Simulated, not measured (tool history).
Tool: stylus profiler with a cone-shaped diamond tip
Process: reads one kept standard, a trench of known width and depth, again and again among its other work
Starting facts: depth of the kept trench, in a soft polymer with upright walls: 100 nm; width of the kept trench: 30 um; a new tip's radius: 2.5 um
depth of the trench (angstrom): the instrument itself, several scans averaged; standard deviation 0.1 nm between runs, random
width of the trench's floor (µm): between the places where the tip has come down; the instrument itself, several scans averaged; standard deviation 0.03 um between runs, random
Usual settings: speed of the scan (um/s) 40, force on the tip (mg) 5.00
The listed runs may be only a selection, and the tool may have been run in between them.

run    hour  speed of the scan (um/s)  force on the tip (mg)  depth of the trench (angstrom)  width of the trench's floor (µm)
  1     0.0                        40                   5.00                          1027.1                             28.01
  2    51.7                        13                   5.00                          1026.5                             28.06
  3    99.0                        13                   5.00                          1028.7                             28.05
  4   148.7                        13                   5.00                          1027.0                             28.02
  5   204.4                        40                   5.00                          1029.0                             27.91
  6   269.9                        40                   5.00                          1026.9                             27.88
  7   326.8                        40                   5.00                          1027.4                             27.83
  8   366.1                        40                   5.00                          1028.2                             27.82
  9   412.2                        40                   5.00                          1029.5                             27.81
 10   467.4                        40                   4.52                          1027.0                             27.81
 11   505.2                        40                   4.52                          1027.2                             27.72
 12   539.3                        40                   4.52                          1029.7                             27.76
 13   617.4                        40                   4.52                          1029.6                             27.74
 14   673.0                        40                   4.52                          1028.8                             27.72
 15   742.7                       123                   5.00                          1030.5                             27.40
 16   812.6                       123                   5.00                          1031.1                             27.35
 17   850.6                       103                   5.00                          1030.5                             27.48
 18   917.7                       103                   5.00                          1030.4                             27.44
 19   978.1                        40                   5.00                          1029.6                             27.58
 20  1035.8                        40                   5.00                          1030.6                             27.58
 21  1085.4                        40                   5.00                          1029.2                             27.58
 22  1130.4                        56                   6.76                          1037.3                             27.48
 23  1200.7                        66                   5.00                          1032.2                             27.45
 24  1242.8                       112                   4.96                          1021.5                             28.22
 25  1315.2                       112                   4.96                          1023.5                             28.19
 26  1381.8                        93                   4.93                          1021.9                             28.20
 27  1414.9                        87                   7.16                          1031.1                             28.25
 28  1452.0                        87                   7.16                          1032.0                             28.28
 29  1532.9                        38                   3.50                          1019.0                             28.31
 30  1586.6                        40                   4.61                          1023.3                             28.26
 31  1661.5                        11                   2.56                          1015.5                             28.29
 32  1729.5                        56                   3.40                          1019.6                             28.06
 33  1793.0                        56                   3.40                          1018.4                             28.05
 34  1848.2                       123                  10.96                          1043.3                             28.01
 35  1913.3                       156                   9.25                          1036.4                             27.95
 36  1974.8                        30                   5.99                          1029.3                             28.12
 37  2051.1                        53                   5.02                          1024.1                             27.97
 38  2097.1                        52                   1.86                          1013.0                             27.84
 39  2178.7                        13                   4.73                          1024.6                             28.06
 40  2212.4                        62                  10.10                          1038.5                             27.90

Between the runs listed above, the log contained 3 entries, not reproduced here. Where in the sequence does each belong, and how does what the log doesn't record of the tool's condition differ from the listed run before to the listed run after?
Runs 23 to 24: new tip fitted, height scale calibrated (hour 1209.1)
  radius of the tip, um: 7.27 -> 2.52; height scale over the true one, %: 0.703 -> -0.047
  measured value less the no-hidden-state value, depth of the trench (angstrom): +7.2 -> -0.5; width of the trench's floor (µm): -1.00 -> -0.01
Runs 28 to 29: height scale calibrated on a step standard (hour 1456.8)
  radius of the tip, um: 3.02 -> 3.22; height scale over the true one, %: 0.018 -> 0.048
  measured value less the no-hidden-state value, depth of the trench (angstrom): +0.2 -> +0.5; width of the trench's floor (µm): -0.15 -> -0.19
Runs 30 to 31: height scale calibrated on a step standard, once more (hour 1661.5)
  radius of the tip, um: 3.35 -> 3.51; height scale over the true one, %: 0.064 -> -0.037
  measured value less the no-hidden-state value, depth of the trench (angstrom): +0.6 -> -0.3; width of the trench's floor (µm): -0.23 -> -0.27
